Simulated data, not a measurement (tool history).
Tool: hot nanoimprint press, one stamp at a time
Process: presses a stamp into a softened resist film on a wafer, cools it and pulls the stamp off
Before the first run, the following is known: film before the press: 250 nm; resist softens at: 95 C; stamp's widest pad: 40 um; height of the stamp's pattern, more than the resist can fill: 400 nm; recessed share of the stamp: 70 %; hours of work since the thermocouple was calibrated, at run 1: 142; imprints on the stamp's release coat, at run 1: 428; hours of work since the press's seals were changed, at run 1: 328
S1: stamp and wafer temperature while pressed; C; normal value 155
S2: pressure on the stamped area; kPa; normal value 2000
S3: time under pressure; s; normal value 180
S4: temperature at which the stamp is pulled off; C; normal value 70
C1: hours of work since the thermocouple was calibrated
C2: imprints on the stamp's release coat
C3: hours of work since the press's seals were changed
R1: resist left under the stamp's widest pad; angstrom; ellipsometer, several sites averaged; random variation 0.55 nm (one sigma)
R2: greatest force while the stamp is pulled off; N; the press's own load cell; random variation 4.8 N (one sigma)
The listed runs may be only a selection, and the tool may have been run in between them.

| run | day | S1 | S2 | S3 | S4 | C1 | C2 | C3 | R1 | R2 |
|---|---|---|---|---|---|---|---|---|---|---|
| 1 | 0.000 | 155 | 2000 | 180 | 70 | 142 | 428 | 328 | 1171 | 267 |
| 2 | 1.554 | 155 | 2000 | 180 | 70 | 165 | 563 | 352 | 1173 | 288 |
| 3 | 3.862 | 155 | 2000 | 180 | 70 | 200 | 765 | 387 | 1183 | 295 |
| 4 | 6.371 | 155 | 2000 | 180 | 58 | 238 | 983 | 425 | 1188 | 364 |
| 5 | 9.975 | 155 | 2000 | 180 | 67 | 293 | 1298 | 480 | 1199 | 363 |
| 6 | 12.500 | 155 | 2000 | 180 | 67 | 332 | 1518 | 518 | 1227 | 370 |
|  | 13.100 | stamp cleaned and given a new release coat |
| 7 | 15.279 | 155 | 2000 | 180 | 70 | 370 | 190 | 556 | 1228 | 250 |
| 8 | 17.158 | 155 | 2000 | 180 | 70 | 398 | 354 | 585 | 1229 | 262 |
|  | 18.038 | plate thermocouple calibrated |
| 9 | 19.183 | 155 | 1470 | 180 | 59 | 17 | 520 | 614 | 1420 | 322 |
| 10 | 21.683 | 155 | 1470 | 180 | 59 | 55 | 737 | 652 | 1418 | 367 |
| 11 | 23.262 | 152 | 2890 | 213 | 59 | 79 | 875 | 676 | 1227 | 362 |
| 12 | 24.854 | 148 | 2450 | 166 | 64 | 103 | 1014 | 700 | 1753 | 355 |
| 13 | 27.521 | 148 | 2450 | 166 | 64 | 144 | 1246 | 740 | 1774 | 363 |
| 14 | 29.212 | 159 | 2450 | 166 | 64 | 170 | 1394 | 766 | 948 | 390 |
|  | 30.850 | press's hydraulic seals changed and the load cell set to zero |
|  | 31.617 | stamp cleaned and given a new release coat |
| 15 | 31.883 | 159 | 2450 | 166 | 64 | 201 | 23 | 12 | 919 | 267 |

Per-run results on a tool with no hidden state, each run keeping its own random variation:
Hidden state at play: true temperature over the reading, C; pressure that arrives at the usual setting, %; grip of the stamp's worn release coat, % over a new coat's; drift of the gauge itself on residual_nm, %; drift of the gauge itself on pull_off_n, %.
| run | R1 | R2 |
|---|---|---|
| 1 | 1147 | 232 |
| 2 | 1144 | 239 |
| 3 | 1145 | 230 |
| 4 | 1141 | 268 |
| 5 | 1139 | 244 |
| 6 | 1158 | 235 |
| 7 | 1150 | 232 |
| 8 | 1144 | 230 |
| 9 | 1318 | 268 |
| 10 | 1309 | 286 |
| 11 | 1096 | 271 |
| 12 | 1610 | 256 |
| 13 | 1619 | 244 |
| 14 | 833 | 252 |
| 15 | 830 | 259 |

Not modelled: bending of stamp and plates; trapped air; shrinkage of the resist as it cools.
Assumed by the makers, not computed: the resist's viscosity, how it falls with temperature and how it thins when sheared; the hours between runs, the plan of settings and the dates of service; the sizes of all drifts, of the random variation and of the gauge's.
